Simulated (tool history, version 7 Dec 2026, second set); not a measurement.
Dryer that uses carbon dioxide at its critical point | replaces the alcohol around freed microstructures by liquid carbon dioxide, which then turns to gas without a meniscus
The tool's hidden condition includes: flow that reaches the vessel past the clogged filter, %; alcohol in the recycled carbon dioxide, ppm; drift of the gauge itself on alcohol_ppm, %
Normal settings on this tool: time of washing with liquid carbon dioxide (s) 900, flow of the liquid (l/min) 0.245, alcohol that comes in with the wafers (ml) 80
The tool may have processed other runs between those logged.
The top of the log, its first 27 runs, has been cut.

run    hour  time of washing with liquid carbon dioxide (s)  flow of the liquid (l/min)  alcohol that comes in with the wafers (ml)  hours of work since the filter was changed  hours of work since the purifier's bed was changed  alcohol left in the vessel before it's heated (ppm by volume)
 28  1196.3                                            1080                       0.234                                          30                                         134                                                 787                                                             74
 29  1237.1                                            1080                       0.234                                          30                                         161                                                 814                                                             94
 30  1281.1                                             720                       0.332                                          39                                         190                                                 842                                                            167
     1325.3  -- inlet filter changed
 31  1327.7                                             720                       0.332                                          39                                           2                                                 872                                                            104
 32    1363                                             720                       0.332                                          39                                          25                                                 895                                                            104
 33  1403.9                                             720                       0.149                                          51                                          51                                                 922                                                           4827
 34    1464                                             720                       0.149                                          51                                          91                                                 961                                                           5126
 35    1516                                            1020                       0.149                                          53                                         124                                                 995                                                           1675
 36  1565.8                                            1020                       0.167                                          24                                         157                                                1027                                                            509
 37  1596.6                                             780                       0.245                                          80                                         177                                                1048                                                           1031
 38  1645.3                                             780                       0.245                                          80                                         209                                                1079                                                           1153
     1660.3  -- inlet filter changed
 39  1684.7                                             660                       0.297                                          59                                          16                                                1104                                                            410
 40  1738.6                                             900                       0.245                                          37                                          51                                                1140                                                            162
 41  1770.9                                            1380                        0.17                                          22                                          72                                                1161                                                             78
 42  1814.3                                             960                       0.152                                          29                                         101                                                1189                                                           1031

Here are 3 independent what-if runs from the current tool condition. What would each one return?
  A  1853.1                                             960                       0.152                                          92                                         126                                                1214                                                              ?
  B  1853.1                                             900                       0.245                                          85                                         126                                                1214                                                              ?
  C  1853.1                                             660                       0.168                                          29                                         126                                                1214                                                              ?

run  alcohol left in the vessel before it's heated (ppm by volume)
  A                                                           3422
  B                                                            413
  C                                                           2753
Take away the tool's hidden state, keep each run's random variation, and the runs would have read:
run  alcohol left in the vessel before it's heated (ppm by volume)
  A                                                           2569
  B                                                            253
  C                                                           2205
